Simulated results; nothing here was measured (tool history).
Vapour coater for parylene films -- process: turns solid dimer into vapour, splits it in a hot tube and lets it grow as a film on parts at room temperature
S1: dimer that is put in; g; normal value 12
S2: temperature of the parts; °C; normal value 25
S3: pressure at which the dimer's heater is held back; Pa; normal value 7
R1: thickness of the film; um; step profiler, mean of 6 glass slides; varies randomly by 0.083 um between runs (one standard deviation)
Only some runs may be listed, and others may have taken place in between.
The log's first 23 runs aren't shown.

run     day  S1  S2     S3     R1
 24  48.721  12  35   5.24   8.69
 25  51.621   9  25   9.46   7.23
 26  53.004  12  33      7   8.79
 27  55.379  12  26   8.58   9.71
 28  56.717  12  29   7.78   9.41
 29  59.029  11  29      7    8.5
 30  61.458  11  29      7    8.6
 31  62.892   7  18   2.28   7.35
      63.35  -- table's thermometer calibrated
     65.042  -- trap's valve overhauled
 32   65.85   7  18   2.28   7.38
 33  68.471   7  18   2.28   7.41
 34  70.542   6  23   2.04   5.86
 35  72.746   6  23   2.04   5.78
 36  75.896  19  33   7.12  14.19
 37  77.171  19  33   7.12  14.03
 38  79.021  19  25   7.12  16.07
 39   80.75  11  25   4.96   9.57
 40  82.079  12  31  10.36   8.72
 41  84.442  12  26   9.96   9.53
 42  85.933   7  19  11.51   6.17
 43  87.358   7  19  11.51    6.2
 44  90.508   7  20  11.07   6.16
 45  91.958  12  25   6.72  10.15
 46  94.138  10  35   6.72   7.11

3 ways to go on from here, each from the tool as it stands after run 46. What would each give?
  A  96.554  12  21  6.72   ?
  B  96.554  10  26  6.72   ?
  C  96.554  10  23  6.72   ?

run     R1
  A  10.76
  B   8.27
  C   8.62
Stripped of hidden state, with their random variation kept, the same runs would have yielded:
run     R1
  A  10.82
  B   8.32
  C   8.67
